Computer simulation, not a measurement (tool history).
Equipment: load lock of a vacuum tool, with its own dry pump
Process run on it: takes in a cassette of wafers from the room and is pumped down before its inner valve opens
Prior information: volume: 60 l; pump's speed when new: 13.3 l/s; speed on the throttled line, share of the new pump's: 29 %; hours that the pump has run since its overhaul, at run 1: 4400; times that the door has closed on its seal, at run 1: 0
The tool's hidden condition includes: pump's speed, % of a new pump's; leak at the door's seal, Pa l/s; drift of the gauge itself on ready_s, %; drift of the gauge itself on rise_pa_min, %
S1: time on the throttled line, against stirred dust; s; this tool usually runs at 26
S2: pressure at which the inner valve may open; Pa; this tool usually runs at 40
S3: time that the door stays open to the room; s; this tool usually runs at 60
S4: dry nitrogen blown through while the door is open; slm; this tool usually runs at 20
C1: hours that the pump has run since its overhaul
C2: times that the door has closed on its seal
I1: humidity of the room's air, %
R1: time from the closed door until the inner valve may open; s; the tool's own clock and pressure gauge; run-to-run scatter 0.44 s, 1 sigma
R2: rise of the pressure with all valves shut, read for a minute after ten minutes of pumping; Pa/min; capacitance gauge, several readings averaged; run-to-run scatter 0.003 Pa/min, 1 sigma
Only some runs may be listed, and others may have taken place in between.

run     hour  S1  S2   S3  S4    C1     C2    I1    R1     R2
  1        0  26  40   60  20  4400      0  44.1    56  0.024
  2    300.1  26  40   60  20  4700   1186  44.7  57.2  0.028
  3    843.6  26  40   60  20  5244   3335    45    57  0.039
  4   1341.2  26  40   60  20  5741   5302  42.5  56.8  0.057
  5     1868  26  40   60  20  6268   7384  39.5  57.4  0.068
  6   2335.8  26  40   60  20  6736   9234  46.4  59.1  0.082
  7   2589.1  26  40  230  20  6989  10235  44.5  57.4  0.101
  8   2881.8  26  49  230  20  7282  11392  46.2  57.4  0.112
  9     3491  26  49  230  20  7891  13800  42.8  58.3  0.139
 10     4063  26  49  230  20  8463  16062  48.5  57.6   0.16
 11   4323.4  49  40   60  20  8724  17091  48.6    74  0.166
 12   4608.2  49  40   60  20  9008  18217  47.6  74.4  0.163
      4983.3  -- dry pump taken out, an overhauled one fitted
 13   5133.5  26  68   60  20   150  20270  41.8  51.5  0.197
 14   5664.3  26  68   60  10   681  22368  46.9  52.4  0.231
 15   6204.3  13  73   39  22  1221  24503  45.6  42.9  0.247
 16   6495.5  13  73   39  22  1512  25654  40.3  43.3  0.269
 17   6970.3  26  40   60  21  1987  27531  47.1    55  0.312
 18   7338.7  32  39   68   5  2355  28987  44.9  59.2  0.332
 19     7822  23  43   42  11  2839  30897  47.4  53.3  0.368
 20   8383.1  23  43   42  11  3400  33115  47.7    54  0.382
 21   8866.4  23  68  140   5  3883  35026  45.6  51.4  0.447
 22   9137.7  23  68  140   5  4154  36099  43.2  51.9  0.477
 23   9645.6  32  53  114  16  4662  38106    45  59.7  0.506
 24   9926.6  32  53  114  16  4943  39217  45.8    60  0.529
 25  10257.6  32  53  114  45  5274  40526  41.8  59.4  0.528
 26  10691.2  32  53   61   4  5708  42240  43.9  60.2  0.564
 27  11051.4  32  53   61   4  6068  43664  42.9  61.3  0.608
     11238.1  -- door's seal changed, seat wiped
 28  11558.5  32  53   61   4  6574   1266  45.9  61.5  0.031

Alternative continuations, all from the tool just after run 28; predict every row:
  A  11877  32  38  100   7  6892  2525  46.8   ?   ?
  B  11877  32  67   63   8  6892  2525  45.4   ?   ?
  C  11877  26  67   40   4  6892  2525    45   ?   ?
  D  11877  34  29   61   4  6892  2525  42.3   ?   ?

run    R1     R2
  A  63.4  0.053
  B  59.6  0.039
  C  56.2  0.041
  D  65.5  0.039
Stripped of hidden state, with their random variation kept, the same runs would have yielded:
run    R1     R2
  A  59.5  0.042
  B  56.2  0.028
  C  52.5   0.03
  D  61.6  0.027
